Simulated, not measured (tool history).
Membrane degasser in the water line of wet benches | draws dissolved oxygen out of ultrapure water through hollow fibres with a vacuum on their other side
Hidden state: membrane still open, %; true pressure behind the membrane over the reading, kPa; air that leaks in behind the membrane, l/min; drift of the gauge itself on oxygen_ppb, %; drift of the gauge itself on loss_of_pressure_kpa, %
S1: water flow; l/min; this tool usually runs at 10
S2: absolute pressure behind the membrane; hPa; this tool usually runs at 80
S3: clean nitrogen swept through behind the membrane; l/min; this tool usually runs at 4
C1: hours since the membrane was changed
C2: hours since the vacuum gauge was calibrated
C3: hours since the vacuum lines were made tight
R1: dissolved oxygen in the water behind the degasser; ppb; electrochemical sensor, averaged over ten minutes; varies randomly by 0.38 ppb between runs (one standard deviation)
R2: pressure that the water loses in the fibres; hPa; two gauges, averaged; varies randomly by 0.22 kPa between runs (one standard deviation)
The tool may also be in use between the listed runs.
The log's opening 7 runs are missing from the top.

Run 8, hour 439.3: usual settings; C1 1017; C2 1613; C3 3403. Result: R1 41.9 ppb, R2 557.9 hPa.
Run 9, hour 502: usual settings; C1 1079; C2 1676; C3 3465. Result: R1 41.9 ppb, R2 556 hPa.
Run 10, hour 590.3: usual settings but S3 2.38 l/min; C1 1168; C2 1764; C3 3554. Result: R1 61.9 ppb, R2 556 hPa.
Run 11, hour 660: usual settings but S3 2.38 l/min; C1 1237; C2 1834; C3 3623. Result: R1 61.1 ppb, R2 555.8 hPa.
Run 12, hour 741.5: usual settings but S3 4.55 l/min; C1 1319; C2 1915; C3 3705. Result: R1 38.1 ppb, R2 555.7 hPa.
Run 13, hour 800.9: usual settings but S3 4.55 l/min; C1 1378; C2 1975; C3 3764. Result: R1 38.8 ppb, R2 557 hPa.
Run 14, hour 845.4: usual settings but S3 4.55 l/min; C1 1423; C2 2019; C3 3809. Result: R1 38.1 ppb, R2 556.2 hPa.
Run 15, hour 934.2: usual settings; C1 1512; C2 2108; C3 3898. Result: R1 42.2 ppb, R2 553.9 hPa.
Run 16, hour 1010.9: usual settings; C1 1588; C2 2185; C3 3974. Result: R1 41.6 ppb, R2 552.2 hPa.
Run 17, hour 1079.6: usual settings; C1 1657; C2 2253; C3 4043. Result: R1 42.3 ppb, R2 556.5 hPa.
Run 18, hour 1134.1: usual settings; C1 1711; C2 2308; C3 4098. Result: R1 41.7 ppb, R2 554.9 hPa.
Run 19, hour 1222.4: usual settings; C1 1800; C2 2396; C3 4186. Result: R1 42 ppb, R2 556.2 hPa.
Run 20, hour 1288.1: usual settings; C1 1865; C2 2462; C3 4252. Result: R1 42.8 ppb, R2 555.6 hPa.
Run 21, hour 1359.3: usual settings; C1 1937; C2 2533; C3 4323. Result: R1 42.3 ppb, R2 556.5 hPa.
Run 22, hour 1408.2: usual settings; C1 1986; C2 2582; C3 4372. Result: R1 41.6 ppb, R2 556.6 hPa.
Run 23, hour 1474.6: usual settings but S1 6 l/min, S3 3.54 l/min; C1 2052; C2 2648; C3 4438. Result: R1 21.2 ppb, R2 334.4 hPa.
Run 24, hour 1518.7: usual settings but S1 6 l/min, S2 50.8 hPa, S3 5.4 l/min; C1 2096; C2 2693; C3 4482. Result: R1 5.6 ppb, R2 335.3 hPa.
Run 25, hour 1603: usual settings but S1 15 l/min, S3 10.43 l/min; C1 2180; C2 2777; C3 4566. Result: R1 100.9 ppb, R2 834.2 hPa.
Run 26, hour 1670: usual settings but S1 12 l/min, S2 142.5 hPa, S3 3.73 l/min; C1 2247; C2 2844; C3 4633. Result: R1 119 ppb, R2 666 hPa.
Run 27, hour 1711.1: usual settings but S1 9 l/min, S3 6.61 l/min; C1 2288; C2 2885; C3 4675. Result: R1 23.1 ppb, R2 502.7 hPa.
Run 28, hour 1753.2: usual settings but S1 12 l/min, S2 132.1 hPa, S3 9.82 l/min; C1 2331; C2 2927; C3 4717. Result: R1 62.4 ppb, R2 670.3 hPa.

Forecast run 29:
Run 29, hour 1790: usual settings but S1 14 l/min, S2 97.9 hPa, S3 2.43 l/min; C1 2367; C2 2964; C3 4753. Result: R1 ?, R2 ?.

{"run 29": {"R1": 153.3, "R2": 776.4}}
The same run, on a tool lacking any hidden state, would have yielded R1 149.3 ppb, R2 769.2 hPa.

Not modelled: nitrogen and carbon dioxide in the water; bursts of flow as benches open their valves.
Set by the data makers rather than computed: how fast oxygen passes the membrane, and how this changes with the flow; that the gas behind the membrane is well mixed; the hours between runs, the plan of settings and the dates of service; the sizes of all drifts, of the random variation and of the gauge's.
